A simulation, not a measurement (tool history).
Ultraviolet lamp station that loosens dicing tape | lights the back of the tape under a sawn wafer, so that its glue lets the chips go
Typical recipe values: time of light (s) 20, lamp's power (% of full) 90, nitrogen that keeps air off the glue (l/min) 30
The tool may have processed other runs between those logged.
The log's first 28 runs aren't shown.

run	hour	time of light (s)	lamp's power (% of full)	nitrogen that keeps air off the glue (l/min)	hours of work of the lamp	hours of work since the window was cleaned	force that peels the tape off (N)	light that reached the tape (J/m2)
29	408.4	24	64	30	531	129	0.541	3110
30	424.6	20	60	13	543	141	1.201	2390
31	442.3	19	86	13	557	155	0.842	3160
32	451.3	19	86	13	564	162	0.789	3170
33	466.5	20	93	23	575	173	0.518	3570
34	485.1	20	93	23	589	187	0.508	3460
35	503.8	20	93	23	604	202	0.565	3380
36	513.5	24	90	37	611	209	0.331	3890
37	522	14	90	28	618	216	0.921	2320
38	532.7	19	74	10	626	224	1.212	2480
39	543.1	19	74	10	634	232	1.281	2500
40	560.9	11	72	30	647	245	1.601	1360
41	575.4	11	72	30	659	257	1.602	1360
42	591.1	11	72	30	671	269	1.598	1350

Here are 5 independent what-if runs from the current tool condition. What would each one return?
# hour 596.2: lamp changed
A	603.2	20	90	21	5	277	?	?
# hour 596.2: lamp changed
B	603.2	22	94	11	5	277	?	?
# hour 596.2: lamp changed
C	603.2	31	72	37	5	277	?	?
# hour 596.2: lamp changed
D	603.2	39	69	9	5	277	?	?
# hour 596.2: lamp changed
E	603.2	11	72	19	5	277	?	?

run	force that peels the tape off (N)	light that reached the tape (J/m2)
A	0.306	4910
B	0.343	5690
C	0.176	6180
D	0.263	7350
E	1.146	2150
With no hidden state in the tool, these same runs would have given:
run	force that peels the tape off (N)	light that reached the tape (J/m2)
A	0.251	5580
B	0.277	6460
C	0.159	7010
D	0.221	8340
E	0.982	2450
